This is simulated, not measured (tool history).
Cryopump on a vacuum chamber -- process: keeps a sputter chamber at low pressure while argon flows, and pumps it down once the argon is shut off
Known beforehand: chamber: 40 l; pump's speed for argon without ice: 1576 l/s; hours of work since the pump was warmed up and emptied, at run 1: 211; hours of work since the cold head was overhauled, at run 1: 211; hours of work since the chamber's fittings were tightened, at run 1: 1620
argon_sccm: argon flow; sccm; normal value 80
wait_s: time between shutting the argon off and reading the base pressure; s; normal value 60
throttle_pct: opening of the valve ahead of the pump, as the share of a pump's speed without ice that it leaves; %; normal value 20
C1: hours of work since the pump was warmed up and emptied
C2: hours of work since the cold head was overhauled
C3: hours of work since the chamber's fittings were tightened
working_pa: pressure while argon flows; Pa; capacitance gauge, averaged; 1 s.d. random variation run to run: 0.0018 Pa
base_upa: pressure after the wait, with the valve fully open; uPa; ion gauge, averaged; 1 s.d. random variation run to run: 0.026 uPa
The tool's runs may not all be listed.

{"run": 1, "hour": 0.0, "argon_sccm": 80, "wait_s": 60, "throttle_pct": 20, "C1": 211, "C2": 211, "C3": 1620, "working_pa": 0.4333, "base_upa": 3.18}
{"run": 2, "hour": 15.3, "argon_sccm": 80, "wait_s": 119, "throttle_pct": 20, "C1": 217, "C2": 217, "C3": 1627, "working_pa": 0.431, "base_upa": 2.75}
{"run": 3, "hour": 28.6, "argon_sccm": 80, "wait_s": 119, "throttle_pct": 20, "C1": 223, "C2": 223, "C3": 1632, "working_pa": 0.4337, "base_upa": 2.74}
{"run": 4, "hour": 42.0, "argon_sccm": 80, "wait_s": 60, "throttle_pct": 20, "C1": 229, "C2": 229, "C3": 1638, "working_pa": 0.4323, "base_upa": 3.21}
{"run": 5, "hour": 56.2, "argon_sccm": 149, "wait_s": 60, "throttle_pct": 20, "C1": 235, "C2": 235, "C3": 1644, "working_pa": 0.8063, "base_upa": 3.2}
{"run": 6, "hour": 69.3, "argon_sccm": 80, "wait_s": 283, "throttle_pct": 20, "C1": 241, "C2": 241, "C3": 1650, "working_pa": 0.4325, "base_upa": 2.48}
{"run": 7, "hour": 80.7, "argon_sccm": 80, "wait_s": 283, "throttle_pct": 20, "C1": 246, "C2": 246, "C3": 1655, "working_pa": 0.4324, "base_upa": 2.55}
{"run": 8, "hour": 91.3, "argon_sccm": 80, "wait_s": 60, "throttle_pct": 20, "C1": 250, "C2": 250, "C3": 1660, "working_pa": 0.4366, "base_upa": 3.18}
{"run": 9, "hour": 111.0, "argon_sccm": 80, "wait_s": 60, "throttle_pct": 20, "C1": 259, "C2": 259, "C3": 1668, "working_pa": 0.4352, "base_upa": 3.26}
{"run": 10, "hour": 121.4, "argon_sccm": 80, "wait_s": 60, "throttle_pct": 20, "C1": 263, "C2": 263, "C3": 1673, "working_pa": 0.4366, "base_upa": 3.27}
{"run": 11, "hour": 132.1, "argon_sccm": 80, "wait_s": 60, "throttle_pct": 20, "C1": 268, "C2": 268, "C3": 1677, "working_pa": 0.4369, "base_upa": 3.36}
{"run": 12, "hour": 145.4, "argon_sccm": 80, "wait_s": 60, "throttle_pct": 20, "C1": 274, "C2": 274, "C3": 1683, "working_pa": 0.4331, "base_upa": 3.35}
{"run": 13, "hour": 160.7, "argon_sccm": 80, "wait_s": 60, "throttle_pct": 20, "C1": 280, "C2": 280, "C3": 1690, "working_pa": 0.4371, "base_upa": 3.31}
{"run": 14, "hour": 172.5, "argon_sccm": 80, "wait_s": 60, "throttle_pct": 43, "C1": 285, "C2": 285, "C3": 1695, "working_pa": 0.207, "base_upa": 3.36}
{"run": 15, "hour": 188.5, "argon_sccm": 80, "wait_s": 60, "throttle_pct": 43, "C1": 292, "C2": 292, "C3": 1702, "working_pa": 0.207, "base_upa": 3.32}
{"run": 16, "hour": 206.8, "argon_sccm": 80, "wait_s": 60, "throttle_pct": 43, "C1": 300, "C2": 300, "C3": 1710, "working_pa": 0.2057, "base_upa": 3.34}
{"run": 17, "hour": 223.3, "argon_sccm": 80, "wait_s": 60, "throttle_pct": 43, "C1": 307, "C2": 307, "C3": 1717, "working_pa": 0.2089, "base_upa": 3.41}
{"run": 18, "hour": 235.9, "argon_sccm": 42, "wait_s": 60, "throttle_pct": 18, "C1": 313, "C2": 313, "C3": 1722, "working_pa": 0.255, "base_upa": 3.39}
{"run": 19, "hour": 249.5, "argon_sccm": 121, "wait_s": 26, "throttle_pct": 25, "C1": 319, "C2": 319, "C3": 1728, "working_pa": 0.5306, "base_upa": 4.52}
{"run": 20, "hour": 264.4, "argon_sccm": 48, "wait_s": 44, "throttle_pct": 30, "C1": 325, "C2": 325, "C3": 1734, "working_pa": 0.1751, "base_upa": 3.75}
{"run": 21, "hour": 282.0, "argon_sccm": 54, "wait_s": 76, "throttle_pct": 51, "C1": 333, "C2": 333, "C3": 1742, "working_pa": 0.1192, "base_upa": 3.28}
{"run": 22, "hour": 295.4, "argon_sccm": 54, "wait_s": 76, "throttle_pct": 51, "C1": 339, "C2": 339, "C3": 1748, "working_pa": 0.119, "base_upa": 3.24}
{"run": 23, "hour": 314.2, "argon_sccm": 105, "wait_s": 60, "throttle_pct": 22, "C1": 347, "C2": 347, "C3": 1756, "working_pa": 0.5203, "base_upa": 3.45}
{"run": 24, "hour": 324.0, "argon_sccm": 62, "wait_s": 60, "throttle_pct": 51, "C1": 351, "C2": 351, "C3": 1760, "working_pa": 0.1367, "base_upa": 3.37}
{"run": 25, "hour": 336.9, "argon_sccm": 62, "wait_s": 66, "throttle_pct": 42, "C1": 357, "C2": 357, "C3": 1766, "working_pa": 0.1644, "base_upa": 3.28}
{"run": 26, "hour": 353.1, "argon_sccm": 62, "wait_s": 66, "throttle_pct": 51, "C1": 364, "C2": 364, "C3": 1773, "working_pa": 0.1375, "base_upa": 3.52}
{"run": 27, "hour": 364.4, "argon_sccm": 34, "wait_s": 113, "throttle_pct": 28, "C1": 369, "C2": 369, "C3": 1778, "working_pa": 0.1341, "base_upa": 3.11}
{"run": 28, "hour": 379.6, "argon_sccm": 80, "wait_s": 55, "throttle_pct": 45, "C1": 375, "C2": 375, "C3": 1784, "working_pa": 0.1999, "base_upa": 3.55}
{"run": 29, "hour": 390.3, "argon_sccm": 135, "wait_s": 57, "throttle_pct": 27, "C1": 380, "C2": 380, "C3": 1789, "working_pa": 0.5538, "base_upa": 3.59}
{"run": 30, "hour": 399.0, "argon_sccm": 80, "wait_s": 152, "throttle_pct": 47, "C1": 383, "C2": 383, "C3": 1793, "working_pa": 0.1916, "base_upa": 2.96}
{"run": 31, "hour": 412.7, "argon_sccm": 80, "wait_s": 152, "throttle_pct": 47, "C1": 389, "C2": 389, "C3": 1799, "working_pa": 0.1913, "base_upa": 3.02}
{"run": 32, "hour": 424.3, "argon_sccm": 80, "wait_s": 152, "throttle_pct": 47, "C1": 394, "C2": 394, "C3": 1804, "working_pa": 0.193, "base_upa": 3.0}
{"run": 33, "hour": 442.6, "argon_sccm": 153, "wait_s": 60, "throttle_pct": 36, "C1": 402, "C2": 402, "C3": 1812, "working_pa": 0.4737, "base_upa": 3.49}
{"run": 34, "hour": 463.4, "argon_sccm": 42, "wait_s": 93, "throttle_pct": 41, "C1": 411, "C2": 411, "C3": 1821, "working_pa": 0.1158, "base_upa": 3.27}

Table of differences, measured result less the result of that run with no hidden state. Run-to-run variation is the same in both. Gauge scatter possibly is not:
The hidden state here: pump's speed, % of a pump's without ice; cold plate's temperature, K; leak into the chamber, uPa l/s; drift of the gauge itself on working_pa, %; drift of the gauge itself on base_upa, %.
run=1 working_pa=+0.0050 base_upa=+2.08
run=2 working_pa=+0.0052 base_upa=+2.08
run=3 working_pa=+0.0053 base_upa=+2.10
run=4 working_pa=+0.0054 base_upa=+2.11
run=5 working_pa=+0.0104 base_upa=+2.12
run=6 working_pa=+0.0057 base_upa=+2.12
run=7 working_pa=+0.0059 base_upa=+2.15
run=8 working_pa=+0.0060 base_upa=+2.11
run=9 working_pa=+0.0062 base_upa=+2.16
run=10 working_pa=+0.0063 base_upa=+2.16
run=11 working_pa=+0.0064 base_upa=+2.24
run=12 working_pa=+0.0065 base_upa=+2.23
run=13 working_pa=+0.0067 base_upa=+2.21
run=14 working_pa=+0.0068 base_upa=+2.24
run=15 working_pa=+0.0069 base_upa=+2.24
run=16 working_pa=+0.0071 base_upa=+2.25
run=17 working_pa=+0.0074 base_upa=+2.29
run=18 working_pa=+0.0039 base_upa=+2.28
run=19 working_pa=+0.0114 base_upa=+2.28
run=20 working_pa=+0.0046 base_upa=+2.30
run=21 working_pa=+0.0053 base_upa=+2.35
run=22 working_pa=+0.0055 base_upa=+2.32
run=23 working_pa=+0.0108 base_upa=+2.35
run=24 working_pa=+0.0065 base_upa=+2.31
run=25 working_pa=+0.0066 base_upa=+2.31
run=26 working_pa=+0.0068 base_upa=+2.46
run=27 working_pa=+0.0038 base_upa=+2.42
run=28 working_pa=+0.0089 base_upa=+2.37
run=29 working_pa=+0.0153 base_upa=+2.43
run=30 working_pa=+0.0091 base_upa=+2.42
run=31 working_pa=+0.0092 base_upa=+2.46
run=32 working_pa=+0.0094 base_upa=+2.44
run=33 working_pa=+0.0183 base_upa=+2.42
run=34 working_pa=+0.0051 base_upa=+2.49
